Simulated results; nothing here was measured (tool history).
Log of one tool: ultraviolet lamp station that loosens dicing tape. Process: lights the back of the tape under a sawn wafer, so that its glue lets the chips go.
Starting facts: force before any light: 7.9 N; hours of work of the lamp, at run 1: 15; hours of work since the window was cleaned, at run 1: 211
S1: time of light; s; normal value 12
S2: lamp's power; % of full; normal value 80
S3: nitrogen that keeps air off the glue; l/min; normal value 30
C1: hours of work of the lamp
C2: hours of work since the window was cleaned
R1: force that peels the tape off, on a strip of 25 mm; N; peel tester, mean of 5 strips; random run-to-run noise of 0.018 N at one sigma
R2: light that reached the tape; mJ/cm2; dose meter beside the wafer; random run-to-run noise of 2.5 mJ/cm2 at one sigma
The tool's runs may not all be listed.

{"run": 1, "day": 0.0, "S1": 12, "S2": 80, "S3": 30, "C1": 15, "C2": 211, "R1": 0.949, "R2": 271}
{"run": 2, "day": 0.5, "S1": 12, "S2": 80, "S3": 30, "C1": 22, "C2": 219, "R1": 0.958, "R2": 273}
{"run": 3, "day": 1.229, "S1": 12, "S2": 80, "S3": 30, "C1": 32, "C2": 229, "R1": 0.965, "R2": 277}
{"run": 4, "day": 1.854, "S1": 12, "S2": 80, "S3": 30, "C1": 41, "C2": 238, "R1": 0.942, "R2": 273}
{"run": 5, "day": 2.492, "S1": 12, "S2": 80, "S3": 45, "C1": 51, "C2": 247, "R1": 0.742, "R2": 270}
{"run": 6, "day": 3.1, "S1": 12, "S2": 80, "S3": 45, "C1": 59, "C2": 256, "R1": 0.759, "R2": 268}
{"run": 7, "day": 3.767, "S1": 12, "S2": 80, "S3": 45, "C1": 69, "C2": 266, "R1": 0.794, "R2": 267}
{"run": 8, "day": 4.338, "S1": 12, "S2": 63, "S3": 45, "C1": 77, "C2": 274, "R1": 1.177, "R2": 212}
{"run": 9, "day": 4.717, "S1": 12, "S2": 63, "S3": 45, "C1": 83, "C2": 279, "R1": 1.178, "R2": 212}
{"run": 10, "day": 5.171, "S1": 12, "S2": 63, "S3": 45, "C1": 89, "C2": 286, "R1": 1.18, "R2": 218}
{"run": 11, "day": 5.617, "S1": 12, "S2": 63, "S3": 45, "C1": 96, "C2": 292, "R1": 1.2, "R2": 211}
{"run": 12, "day": 5.996, "S1": 12, "S2": 63, "S3": 45, "C1": 101, "C2": 298, "R1": 1.209, "R2": 207}
{"run": 13, "day": 6.429, "S1": 12, "S2": 80, "S3": 29, "C1": 108, "C2": 304, "R1": 1.076, "R2": 262}
{"run": 14, "day": 6.925, "S1": 12, "S2": 66, "S3": 29, "C1": 115, "C2": 311, "R1": 1.473, "R2": 215}
{"run": 15, "day": 7.479, "S1": 13, "S2": 80, "S3": 30, "C1": 123, "C2": 319, "R1": 0.89, "R2": 284}
{"run": 16, "day": 7.779, "S1": 11, "S2": 80, "S3": 30, "C1": 127, "C2": 324, "R1": 1.262, "R2": 244}
{"run": 17, "day": 8.238, "S1": 18, "S2": 80, "S3": 30, "C1": 134, "C2": 330, "R1": 0.472, "R2": 391}
{"run": 18, "day": 8.688, "S1": 18, "S2": 61, "S3": 30, "C1": 140, "C2": 337, "R1": 0.817, "R2": 296}
{"run": 19, "day": 9.142, "S1": 12, "S2": 80, "S3": 30, "C1": 147, "C2": 343, "R1": 1.093, "R2": 258}
{"run": 20, "day": 9.671, "S1": 12, "S2": 80, "S3": 30, "C1": 154, "C2": 351, "R1": 1.07, "R2": 255}
{"run": 21, "day": 10.233, "S1": 12, "S2": 80, "S3": 30, "C1": 162, "C2": 359, "R1": 1.052, "R2": 258}
{"run": 22, "day": 10.612, "S1": 6, "S2": 80, "S3": 30, "C1": 168, "C2": 365, "R1": 2.801, "R2": 127}
{"run": 23, "day": 11.229, "S1": 6, "S2": 80, "S3": 30, "C1": 177, "C2": 373, "R1": 2.894, "R2": 129}
{"run": 24, "day": 11.833, "S1": 17, "S2": 63, "S3": 30, "C1": 185, "C2": 382, "R1": 0.89, "R2": 286}
{"run": 25, "day": 12.142, "S1": 6, "S2": 63, "S3": 16, "C1": 190, "C2": 387, "R1": 4.199, "R2": 99}
{"run": 26, "day": 12.729, "S1": 6, "S2": 63, "S3": 16, "C1": 198, "C2": 395, "R1": 4.319, "R2": 100}
{"run": 27, "day": 13.233, "S1": 6, "S2": 63, "S3": 16, "C1": 206, "C2": 402, "R1": 4.336, "R2": 103}
{"run": 28, "day": 13.633, "S1": 12, "S2": 80, "S3": 25, "C1": 212, "C2": 408, "R1": 1.239, "R2": 252}
{"run": 29, "day": 13.967, "S1": 7, "S2": 60, "S3": 31, "C1": 216, "C2": 413, "R1": 3.225, "R2": 110}
{"run": 30, "day": 14.442, "S1": 16, "S2": 60, "S3": 33, "C1": 223, "C2": 420, "R1": 1.031, "R2": 254}
{"run": 31, "day": 15.129, "S1": 16, "S2": 60, "S3": 33, "C1": 233, "C2": 430, "R1": 1.056, "R2": 251}
{"day": 15.504, "done": "window cleaned of glue's vapour"}
{"run": 32, "day": 15.679, "S1": 9, "S2": 90, "S3": 44, "C1": 241, "C2": 3, "R1": 1.078, "R2": 227}
{"run": 33, "day": 16.158, "S1": 9, "S2": 90, "S3": 44, "C1": 248, "C2": 9, "R1": 1.079, "R2": 224}
{"run": 34, "day": 16.462, "S1": 9, "S2": 90, "S3": 44, "C1": 252, "C2": 14, "R1": 1.048, "R2": 225}
{"run": 35, "day": 17.129, "S1": 20, "S2": 91, "S3": 30, "C1": 262, "C2": 23, "R1": 0.27, "R2": 501}
{"run": 36, "day": 17.488, "S1": 20, "S2": 91, "S3": 30, "C1": 267, "C2": 29, "R1": 0.267, "R2": 501}
{"run": 37, "day": 18.042, "S1": 11, "S2": 62, "S3": 30, "C1": 275, "C2": 37, "R1": 1.784, "R2": 190}
{"run": 38, "day": 18.583, "S1": 12, "S2": 80, "S3": 39, "C1": 283, "C2": 44, "R1": 0.882, "R2": 261}
{"run": 39, "day": 18.933, "S1": 17, "S2": 65, "S3": 31, "C1": 288, "C2": 50, "R1": 0.762, "R2": 304}
{"run": 40, "day": 19.575, "S1": 9, "S2": 83, "S3": 30, "C1": 297, "C2": 59, "R1": 1.655, "R2": 202}
{"run": 41, "day": 20.212, "S1": 19, "S2": 87, "S3": 36, "C1": 306, "C2": 68, "R1": 0.305, "R2": 454}
{"run": 42, "day": 20.508, "S1": 19, "S2": 87, "S3": 36, "C1": 310, "C2": 72, "R1": 0.299, "R2": 448}
{"run": 43, "day": 21.238, "S1": 11, "S2": 91, "S3": 22, "C1": 321, "C2": 83, "R1": 1.215, "R2": 270}

Each row is a separate what-if for the run after 43, all from the same tool condition, not one after another. Results?
{"run": "A", "day": 21.704, "S1": 17, "S2": 95, "S3": 30, "C1": 328, "C2": 89, "R1": "?", "R2": "?"}
{"run": "B", "day": 21.704, "S1": 9, "S2": 79, "S3": 39, "C1": 328, "C2": 89, "R1": "?", "R2": "?"}
{"run": "C", "day": 21.704, "S1": 7, "S2": 78, "S3": 18, "C1": 328, "C2": 89, "R1": "?", "R2": "?"}
{"run": "D", "day": 21.704, "S1": 8, "S2": 82, "S3": 41, "C1": 328, "C2": 89, "R1": "?", "R2": "?"}

run=A R1=0.364 R2=436
run=B R1=1.471 R2=191
run=C R1=3.033 R2=148
run=D R1=1.65 R2=175
With no hidden state in the tool, these same runs would have given:
run=A R1=0.298 R2=482
run=B R1=1.249 R2=211
run=C R1=2.748 R2=164
run=D R1=1.413 R2=193

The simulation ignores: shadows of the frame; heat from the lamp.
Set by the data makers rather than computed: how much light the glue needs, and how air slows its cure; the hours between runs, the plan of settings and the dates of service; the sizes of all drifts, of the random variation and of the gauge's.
